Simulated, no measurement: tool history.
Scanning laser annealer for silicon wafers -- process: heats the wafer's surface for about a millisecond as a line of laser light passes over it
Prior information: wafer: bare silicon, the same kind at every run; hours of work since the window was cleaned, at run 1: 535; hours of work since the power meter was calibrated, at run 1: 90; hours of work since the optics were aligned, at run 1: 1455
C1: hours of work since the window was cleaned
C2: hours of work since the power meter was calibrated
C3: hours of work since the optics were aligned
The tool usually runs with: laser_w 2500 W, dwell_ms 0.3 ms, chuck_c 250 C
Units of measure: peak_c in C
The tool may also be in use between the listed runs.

run 1 day=0 | laser_w=2500 dwell_ms=0.3 chuck_c=250 | C1=535 C2=90 C3=1455 | peak_c=1017
run 2 day=0.958 | laser_w=2500 dwell_ms=0.3 chuck_c=278 | C1=544 C2=99 C3=1464 | peak_c=1051
run 3 day=1.825 | laser_w=2500 dwell_ms=0.3 chuck_c=278 | C1=553 C2=108 C3=1473 | peak_c=1047
run 4 day=2.771 | laser_w=2500 dwell_ms=0.243 chuck_c=250 | C1=562 C2=117 C3=1482 | peak_c=950
run 5 day=3.783 | laser_w=2500 dwell_ms=0.243 chuck_c=250 | C1=572 C2=127 C3=1492 | peak_c=954
run 6 day=4.758 | laser_w=2357 dwell_ms=0.243 chuck_c=250 | C1=582 C2=137 C3=1502 | peak_c=905
run 7 day=5.662 | laser_w=2357 dwell_ms=0.243 chuck_c=250 | C1=591 C2=146 C3=1510 | peak_c=904
run 8 day=6.717 | laser_w=2500 dwell_ms=0.291 chuck_c=250 | C1=601 C2=156 C3=1521 | peak_c=1011
run 9 day=7.3 | laser_w=2500 dwell_ms=0.302 chuck_c=250 | C1=607 C2=162 C3=1527 | peak_c=1024
run 10 day=8.167 | laser_w=2500 dwell_ms=0.302 chuck_c=250 | C1=615 C2=170 C3=1535 | peak_c=1025
run 11 day=8.946 | laser_w=2500 dwell_ms=0.332 chuck_c=250 | C1=623 C2=178 C3=1543 | peak_c=1057
run 12 day=9.483 | laser_w=2500 dwell_ms=0.332 chuck_c=250 | C1=628 C2=183 C3=1548 | peak_c=1055
run 13 day=10.342 | laser_w=2500 dwell_ms=0.332 chuck_c=250 | C1=637 C2=192 C3=1556 | peak_c=1059
-- day=10.825 window over the wafer cleaned
run 14 day=11.1 | laser_w=2500 dwell_ms=0.3 chuck_c=250 | C1=3 C2=198 C3=1563 | peak_c=1019
run 15 day=12.05 | laser_w=2500 dwell_ms=0.3 chuck_c=250 | C1=12 C2=208 C3=1572 | peak_c=1024
run 16 day=12.646 | laser_w=2707 dwell_ms=0.3 chuck_c=250 | C1=18 C2=213 C3=1578 | peak_c=1095
run 17 day=13.492 | laser_w=2383 dwell_ms=0.3 chuck_c=250 | C1=26 C2=222 C3=1587 | peak_c=979
run 18 day=14.071 | laser_w=2218 dwell_ms=0.224 chuck_c=249 | C1=32 C2=227 C3=1592 | peak_c=839
run 19 day=14.875 | laser_w=2500 dwell_ms=0.273 chuck_c=250 | C1=40 C2=235 C3=1600 | peak_c=992
run 20 day=15.771 | laser_w=2500 dwell_ms=0.273 chuck_c=246 | C1=49 C2=244 C3=1609 | peak_c=986
run 21 day=16.483 | laser_w=2500 dwell_ms=0.273 chuck_c=246 | C1=56 C2=251 C3=1616 | peak_c=985
run 22 day=16.983 | laser_w=2725 dwell_ms=0.368 chuck_c=221 | C1=61 C2=256 C3=1621 | peak_c=1155
run 23 day=17.646 | laser_w=2725 dwell_ms=0.226 chuck_c=221 | C1=67 C2=263 C3=1627 | peak_c=971
run 24 day=18.4 | laser_w=2725 dwell_ms=0.226 chuck_c=221 | C1=74 C2=270 C3=1635 | peak_c=970
run 25 day=19.15 | laser_w=2205 dwell_ms=0.229 chuck_c=264 | C1=82 C2=277 C3=1642 | peak_c=861
run 26 day=19.833 | laser_w=2630 dwell_ms=0.319 chuck_c=250 | C1=89 C2=284 C3=1649 | peak_c=1093
run 27 day=20.417 | laser_w=2630 dwell_ms=0.319 chuck_c=250 | C1=94 C2=290 C3=1655 | peak_c=1090
run 28 day=21.279 | laser_w=2202 dwell_ms=0.314 chuck_c=256 | C1=103 C2=298 C3=1663 | peak_c=937
run 29 day=22.208 | laser_w=2314 dwell_ms=0.314 chuck_c=282 | C1=112 C2=307 C3=1672 | peak_c=1004
run 30 day=23.246 | laser_w=2255 dwell_ms=0.365 chuck_c=264 | C1=122 C2=318 C3=1682 | peak_c=1015
run 31 day=24.217 | laser_w=2255 dwell_ms=0.238 chuck_c=264 | C1=132 C2=327 C3=1692 | peak_c=880
run 32 day=25.158 | laser_w=2255 dwell_ms=0.238 chuck_c=264 | C1=141 C2=336 C3=1701 | peak_c=881

What differs in the tool's unlogged condition from the final listed run ahead of each entry between runs to the first listed run following it?
From run 13 to run 14: window over the wafer cleaned (day 10.825)
  light that passes the window, % of a clean one's: 99.93 -> 100
